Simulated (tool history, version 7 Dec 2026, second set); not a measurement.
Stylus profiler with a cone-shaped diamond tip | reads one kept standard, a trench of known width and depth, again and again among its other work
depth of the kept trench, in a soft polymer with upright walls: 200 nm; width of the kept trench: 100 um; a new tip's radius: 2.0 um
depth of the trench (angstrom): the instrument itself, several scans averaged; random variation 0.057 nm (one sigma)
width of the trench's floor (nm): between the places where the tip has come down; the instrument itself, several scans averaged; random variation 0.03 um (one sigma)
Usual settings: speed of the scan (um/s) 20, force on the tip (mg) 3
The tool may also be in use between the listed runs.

| run | hour | speed of the scan (um/s) | force on the tip (mg) | depth of the trench (angstrom) | width of the trench's floor (nm) |
|---|---|---|---|---|---|
| 1 | 0 | 20 | 3 | 2028.9 | 98180 |
| 2 | 9.6 | 20 | 3 | 2029.5 | 98160 |
| 3 | 18 | 20 | 3 | 2029.2 | 98100 |
| 4 | 29.4 | 20 | 3 | 2030.2 | 98150 |
| 5 | 47.1 | 20 | 3.04 | 2029.9 | 98160 |
| 6 | 62.4 | 20 | 1.03 | 2013.9 | 98050 |
| 7 | 73.1 | 20 | 1.03 | 2015.3 | 98110 |
| 8 | 86.5 | 17 | 1.03 | 2015.8 | 98080 |
| 9 | 97 | 20 | 1.18 | 2014.3 | 98110 |
| 10 | 116.9 | 20 | 1.18 | 2016.4 | 98150 |
| 11 | 133.8 | 20 | 1.18 | 2016.1 | 98040 |
| 12 | 142.2 | 20 | 1.18 | 2016.2 | 98080 |
| 13 | 154.9 | 6 | 2.19 | 2024.1 | 98200 |

Run 14 comes next. What will it give?
| 14 | 172.7 | 18 | 1.3 | ? | ? |

depth of the trench (angstrom): 2016.9
width of the trench's floor (nm): 98040
Without the tool's hidden state the same run would have given depth of the trench (angstrom) 2017, width of the trench's floor (nm) 98040.

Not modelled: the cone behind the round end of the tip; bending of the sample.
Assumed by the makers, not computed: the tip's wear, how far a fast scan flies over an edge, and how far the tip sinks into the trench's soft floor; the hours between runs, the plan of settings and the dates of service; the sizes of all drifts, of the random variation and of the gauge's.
